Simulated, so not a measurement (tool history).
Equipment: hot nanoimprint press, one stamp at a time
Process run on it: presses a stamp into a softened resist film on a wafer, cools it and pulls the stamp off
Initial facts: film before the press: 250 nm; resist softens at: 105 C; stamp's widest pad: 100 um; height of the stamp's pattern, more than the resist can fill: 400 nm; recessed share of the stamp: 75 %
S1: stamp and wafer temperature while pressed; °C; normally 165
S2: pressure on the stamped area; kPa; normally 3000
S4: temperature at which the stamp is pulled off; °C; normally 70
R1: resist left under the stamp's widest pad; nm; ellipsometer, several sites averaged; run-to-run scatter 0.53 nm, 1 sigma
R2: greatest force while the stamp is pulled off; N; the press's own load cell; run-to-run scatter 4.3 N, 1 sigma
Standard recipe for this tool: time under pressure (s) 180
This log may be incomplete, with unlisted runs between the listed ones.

run 1 hour=0 | S1=165 S2=3000 time_under_pressure_(s)=180 S4=70 | R1=108.7 R2=217
run 2 hour=27.5 | S1=165 S2=3000 time_under_pressure_(s)=180 S4=70 | R1=110.2 R2=217
run 3 hour=47.9 | S1=165 S2=3000 time_under_pressure_(s)=180 S4=70 | R1=108.9 R2=211
-- hour=94.3 stamp cleaned and given a new release coat
run 4 hour=97.1 | S1=165 S2=3000 time_under_pressure_(s)=180 S4=70 | R1=108.3 R2=206
run 5 hour=115.5 | S1=165 S2=3000 time_under_pressure_(s)=180 S4=70 | R1=109.4 R2=211
run 6 hour=153.4 | S1=165 S2=3000 time_under_pressure_(s)=180 S4=70 | R1=108.8 R2=208
run 7 hour=180 | S1=157 S2=1950 time_under_pressure_(s)=143 S4=65 | R1=197.1 R2=229
run 8 hour=200.7 | S1=165 S2=3000 time_under_pressure_(s)=282 S4=70 | R1=93.3 R2=216
run 9 hour=234 | S1=165 S2=3000 time_under_pressure_(s)=282 S4=70 | R1=93.3 R2=212
run 10 hour=261 | S1=154 S2=3330 time_under_pressure_(s)=311 S4=67 | R1=148.1 R2=227
run 11 hour=279.7 | S1=154 S2=3000 time_under_pressure_(s)=180 S4=76 | R1=177.2 R2=195
run 12 hour=300.7 | S1=154 S2=3000 time_under_pressure_(s)=180 S4=76 | R1=176.6 R2=184

Below are 4 alternative next runs, each starting from the tool's condition after run 12. Predict each:
run A hour=340.8 | S1=156 S2=1840 time_under_pressure_(s)=180 S4=67 | R1=? R2=?
run B hour=340.8 | S1=154 S2=3000 time_under_pressure_(s)=219 S4=76 | R1=? R2=?
run C hour=340.8 | S1=165 S2=1950 time_under_pressure_(s)=180 S4=75 | R1=? R2=?
run D hour=340.8 | S1=165 S2=3000 time_under_pressure_(s)=102 S4=70 | R1=? R2=?

run=A R1=195.1 R2=233
run=B R1=169.6 R2=187
run=C R1=135.3 R2=196
run=D R1=128.9 R2=215
With no hidden state in the tool, these same runs would have given:
run=A R1=199.3 R2=231
run=B R1=173.2 R2=185
run=C R1=138.2 R2=195
run=D R1=131.6 R2=214

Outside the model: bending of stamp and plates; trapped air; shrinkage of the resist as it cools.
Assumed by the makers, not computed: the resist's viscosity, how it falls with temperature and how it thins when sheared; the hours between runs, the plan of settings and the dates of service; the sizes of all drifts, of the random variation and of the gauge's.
